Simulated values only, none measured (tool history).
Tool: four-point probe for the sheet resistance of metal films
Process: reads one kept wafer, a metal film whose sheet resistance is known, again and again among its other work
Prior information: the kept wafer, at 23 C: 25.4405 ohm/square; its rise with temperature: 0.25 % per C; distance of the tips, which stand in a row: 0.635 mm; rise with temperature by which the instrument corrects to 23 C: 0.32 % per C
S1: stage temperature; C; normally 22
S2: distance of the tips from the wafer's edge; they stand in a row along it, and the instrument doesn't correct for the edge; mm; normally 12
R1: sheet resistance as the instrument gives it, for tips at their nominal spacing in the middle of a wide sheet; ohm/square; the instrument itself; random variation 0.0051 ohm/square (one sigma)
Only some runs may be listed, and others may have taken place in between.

{"run": 1, "hour": 0.0, "S1": 22, "S2": 12, "R1": 25.707036}
{"run": 2, "hour": 25.2, "S1": 22, "S2": 37, "R1": 25.674931}
{"run": 3, "hour": 59.4, "S1": 22, "S2": 37, "R1": 25.678727}
{"run": 4, "hour": 109.3, "S1": 22, "S2": 37, "R1": 25.695535}
{"run": 5, "hour": 141.2, "S1": 22, "S2": 37, "R1": 25.690002}
{"run": 6, "hour": 184.4, "S1": 22, "S2": 74, "R1": 25.684148}
{"run": 7, "hour": 219.4, "S1": 22, "S2": 74, "R1": 25.691386}
{"run": 8, "hour": 268.8, "S1": 22, "S2": 74, "R1": 25.697332}
{"run": 9, "hour": 306.9, "S1": 22, "S2": 10, "R1": 25.753984}
{"hour": 311.2, "done": "stage's thermometer calibrated"}
{"run": 10, "hour": 349.0, "S1": 22, "S2": 12, "R1": 25.748884}
{"run": 11, "hour": 398.7, "S1": 22, "S2": 12, "R1": 25.748851}
{"hour": 425.0, "done": "stage's thermometer calibrated, once more"}
{"run": 12, "hour": 447.1, "S1": 22, "S2": 12, "R1": 25.781474}
{"run": 13, "hour": 479.4, "S1": 22, "S2": 12, "R1": 25.772588}
{"run": 14, "hour": 528.2, "S1": 22, "S2": 12, "R1": 25.774705}
{"run": 15, "hour": 550.9, "S1": 22, "S2": 12, "R1": 25.782085}
{"run": 16, "hour": 603.7, "S1": 22, "S2": 12, "R1": 25.794274}
{"run": 17, "hour": 632.4, "S1": 20, "S2": 16, "R1": 25.812526}
{"run": 18, "hour": 684.4, "S1": 23, "S2": 66, "R1": 25.746195}
{"run": 19, "hour": 725.3, "S1": 22, "S2": 40, "R1": 25.762732}
{"run": 20, "hour": 765.7, "S1": 19, "S2": 8, "R1": 25.92496}
{"run": 21, "hour": 802.2, "S1": 20, "S2": 11, "R1": 25.857709}
{"run": 22, "hour": 845.6, "S1": 33, "S2": 53, "R1": 25.582096}
{"run": 23, "hour": 874.0, "S1": 30, "S2": 53, "R1": 25.640779}
{"run": 24, "hour": 926.0, "S1": 31, "S2": 4, "R1": 25.974996}
{"run": 25, "hour": 974.3, "S1": 34, "S2": 8, "R1": 25.667614}
{"run": 26, "hour": 1025.9, "S1": 25, "S2": 4, "R1": 26.092567}
{"run": 27, "hour": 1051.9, "S1": 25, "S2": 4, "R1": 26.099292}
{"run": 28, "hour": 1076.1, "S1": 25, "S2": 4, "R1": 26.094364}
{"run": 29, "hour": 1128.8, "S1": 30, "S2": 14, "R1": 25.697162}
{"run": 30, "hour": 1181.2, "S1": 19, "S2": 45, "R1": 25.874665}
{"run": 31, "hour": 1225.0, "S1": 20, "S2": 9, "R1": 25.934151}

Pick out some run-to-run changes in R1. Of each, how much would a tool without hidden state show as well, from the settings, what came in and chance, and how much is left for the hidden state and any gauge scatter not in both results compared?
Hidden state at play: inner tips' distance over the nominal, %; tips' flats over new ones', %; wafer's true temperature over the reading, C; drift of the gauge itself on sheet_ohm, %.
Run 11 -> 12: stage's thermometer calibrated, once more. R1 +0.032623 ohm/square: hidden state +0.027921, all else +0.004702.
Run 23 -> 24: S1 30 -> 31, S2 53 -> 4. R1 +0.334217 ohm/square: hidden state +0.009659, all else +0.324558.
Run 25 -> 26: S1 34 -> 25, S2 8 -> 4. R1 +0.424953 ohm/square: hidden state +0.01101, all else +0.413943.
Run 28 -> 29: S1 25 -> 30, S2 4 -> 14. R1 -0.397202 ohm/square: hidden state +0.001066, all else -0.398268.

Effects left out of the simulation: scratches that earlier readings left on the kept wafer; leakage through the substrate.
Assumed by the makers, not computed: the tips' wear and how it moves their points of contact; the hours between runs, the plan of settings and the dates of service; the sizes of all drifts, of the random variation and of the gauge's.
